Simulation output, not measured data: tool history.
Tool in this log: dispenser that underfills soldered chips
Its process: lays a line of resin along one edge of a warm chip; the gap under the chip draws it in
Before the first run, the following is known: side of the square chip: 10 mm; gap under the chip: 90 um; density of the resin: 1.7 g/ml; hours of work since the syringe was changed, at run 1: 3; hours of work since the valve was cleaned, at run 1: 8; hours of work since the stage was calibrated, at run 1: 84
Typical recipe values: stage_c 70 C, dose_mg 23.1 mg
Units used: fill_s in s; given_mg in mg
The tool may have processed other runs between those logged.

run	hour	stage_c	dose_mg	hours of work since the syringe was changed	hours of work since the valve was cleaned	hours of work since the stage was calibrated	fill_s	given_mg
1	0	70	23.1	3	8	84	31.6	23.05
# hour 5.5: new syringe of resin
2	8.6	70	23.1	2	13	89	30	22.91
# hour 15.8: new syringe of resin
3	18.3	70	23.1	2	19	95	29.7	22.67
# hour 26.2: new syringe of resin
4	27	70	23.1	1	25	100	28	22.73
# hour 36.7: new syringe of resin
5	36.7	70	23.1	0	31	107	28.4	22.66
6	41.5	70	25.6	3	34	110	32.3	25.14
# hour 47.4: new syringe of resin
7	47.6	70	25.6	0	38	113	27.5	25.14
8	52.5	70	25.6	3	41	117	31.3	25.05
# hour 57.5: new syringe of resin
9	58.7	70	23.1	1	45	120	28.6	22.46
10	64.2	70	23.1	4	48	124	32.5	22.39
# hour 68.4: new syringe of resin
11	72.3	70	23.1	3	54	129	31.1	22.43
12	77.4	70	23	6	57	132	35.7	22.28
# hour 78.7: new syringe of resin
13	85.6	70	23	4	62	137	33.9	22.09
# hour 89: new syringe of resin
14	92.4	70	23	2	66	142	30.2	22.17
# hour 99.1: new syringe of resin
15	102.4	70	23.1	2	72	148	30	22.12
16	108.7	70	23.1	6	76	152	36	22.11
# hour 109.5: new syringe of resin
17	116	81	24.1	4	81	157	21.8	22.93
# hour 119.7: new syringe of resin
18	123.7	70	20.5	3	86	161	32.5	19.49
# hour 125.2: dispensing valve cleaned and set on the balance
# hour 131.5: new syringe of resin
19	133.2	80	20.8	1	5	167	20.2	20.58
# hour 141.9: new syringe of resin
20	143.1	59	27.1	1	11	173	44.6	26.95
# hour 152.4: new syringe of resin
21	153.2	59	27.1	1	18	179	44.4	26.87
22	158.9	59	27.1	4	21	183	50.8	26.72
# hour 162.6: new syringe of resin
23	167.6	59	27.1	3	27	188	50.5	26.57
# hour 172.9: new syringe of resin
24	177.7	59	27.1	3	33	195	50.3	26.51
# hour 183.2: new syringe of resin
25	186.8	59	21.2	2	39	200	49.6	20.74
# hour 193.5: new syringe of resin
26	197.5	63	23.1	3	45	207	40.6	22.49
# hour 204.3: new syringe of resin
27	206.5	84	21.8	1	51	213	18.1	21.18
28	212.4	80	25.6	5	55	217	23.2	24.78
# hour 214.8: new syringe of resin
29	217.5	65	20.7	2	58	220	39.5	19.99
# hour 225.4: new syringe of resin
30	227.2	65	20.7	1	64	226	37.8	19.93
31	232.1	74	23.1	4	67	229	28.4	22.17
# hour 236.1: new syringe of resin
32	237.7	74	23.1	1	71	232	26.1	21.96

Below, each run's measurement less what the same run would have read without the hidden state. Both values contain the same run-to-run variation, but the gauge's scatter may not be the same in both:
Unlogged tool condition in this case: resin's viscosity, % of fresh resin's; dose that the valve gives, % of what is set; true chip temperature over the reading, C; drift of the gauge itself on fill_s, %; drift of the gauge itself on given_mg, %.
run	fill_s	given_mg
1	+4.1	-0.1
2	+2.8	-0.18
3	+1.9	-0.26
4	+0.3	-0.34
5	+0.6	-0.42
6	+4.2	-0.51
7	+0.6	-0.57
8	+4.4	-0.61
9	+0.9	-0.6
10	+5.1	-0.64
11	+3.5	-0.73
12	+7.9	-0.77
13	+6.4	-0.84
14	+3.2	-0.89
15	+3.2	-0.98
16	+8.4	-1.04
17	+4	-1.15
18	+3.9	-1.03
19	+1.1	-0.08
20	+1.7	-0.21
21	+2	-0.31
22	+8.9	-0.37
23	+7.3	-0.46
24	+7.3	-0.56
25	+5.9	-0.51
26	+5.1	-0.65
27	+1.7	-0.69
28	+5.2	-0.87
29	+4.4	-0.73
30	+2.9	-0.82
31	+5.2	-0.95
32	+2.2	-0.99
